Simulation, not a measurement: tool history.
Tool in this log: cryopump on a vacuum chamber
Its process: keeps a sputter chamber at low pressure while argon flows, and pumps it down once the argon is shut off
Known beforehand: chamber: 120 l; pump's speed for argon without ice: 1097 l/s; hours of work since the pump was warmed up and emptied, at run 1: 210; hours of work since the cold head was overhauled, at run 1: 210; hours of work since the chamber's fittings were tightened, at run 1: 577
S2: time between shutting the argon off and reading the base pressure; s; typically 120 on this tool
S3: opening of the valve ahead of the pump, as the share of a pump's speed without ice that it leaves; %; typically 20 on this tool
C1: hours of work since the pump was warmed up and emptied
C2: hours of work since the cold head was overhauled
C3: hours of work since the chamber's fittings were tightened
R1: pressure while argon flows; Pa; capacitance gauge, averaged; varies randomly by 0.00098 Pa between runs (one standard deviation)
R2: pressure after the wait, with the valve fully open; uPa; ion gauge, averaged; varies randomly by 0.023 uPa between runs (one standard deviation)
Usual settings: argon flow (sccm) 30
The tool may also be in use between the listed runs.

{"run": 1, "day": 0.0, "argon flow (sccm)": 30, "S2": 120, "S3": 20, "C1": 210, "C2": 210, "C3": 577, "R1": 0.233, "R2": 0.94}
{"run": 2, "day": 1.183, "argon flow (sccm)": 30, "S2": 120, "S3": 60, "C1": 222, "C2": 222, "C3": 589, "R1": 0.0784, "R2": 0.97}
{"run": 3, "day": 1.925, "argon flow (sccm)": 30, "S2": 120, "S3": 20, "C1": 230, "C2": 230, "C3": 597, "R1": 0.2341, "R2": 0.98}
{"run": 4, "day": 2.942, "argon flow (sccm)": 30, "S2": 120, "S3": 20, "C1": 240, "C2": 240, "C3": 607, "R1": 0.2323, "R2": 1.02}
{"run": 5, "day": 3.867, "argon flow (sccm)": 30, "S2": 120, "S3": 20, "C1": 249, "C2": 249, "C3": 616, "R1": 0.234, "R2": 1.0}
{"run": 6, "day": 4.571, "argon flow (sccm)": 24, "S2": 120, "S3": 20, "C1": 256, "C2": 256, "C3": 623, "R1": 0.1874, "R2": 0.93}
{"run": 7, "day": 5.538, "argon flow (sccm)": 51, "S2": 179, "S3": 38, "C1": 266, "C2": 266, "C3": 633, "R1": 0.2107, "R2": 0.79}
{"run": 8, "day": 6.25, "argon flow (sccm)": 51, "S2": 179, "S3": 27, "C1": 273, "C2": 273, "C3": 640, "R1": 0.2976, "R2": 0.88}
{"run": 9, "day": 7.0, "argon flow (sccm)": 30, "S2": 227, "S3": 29, "C1": 281, "C2": 281, "C3": 648, "R1": 0.1609, "R2": 0.74}
{"run": 10, "day": 7.658, "argon flow (sccm)": 30, "S2": 52, "S3": 42, "C1": 288, "C2": 288, "C3": 655, "R1": 0.1133, "R2": 1.61}

The next listed run, before its measurement:
{"run": 11, "day": 8.588, "argon flow (sccm)": 36, "S2": 65, "S3": 19, "C1": 297, "C2": 297, "C3": 664, "R1": "?", "R2": "?"}

R1: 0.2960 Pa
R2: 1.38 uPa
Without the tool's hidden state the same run would have given R1 0.2928 Pa, R2 1.13 uPa.

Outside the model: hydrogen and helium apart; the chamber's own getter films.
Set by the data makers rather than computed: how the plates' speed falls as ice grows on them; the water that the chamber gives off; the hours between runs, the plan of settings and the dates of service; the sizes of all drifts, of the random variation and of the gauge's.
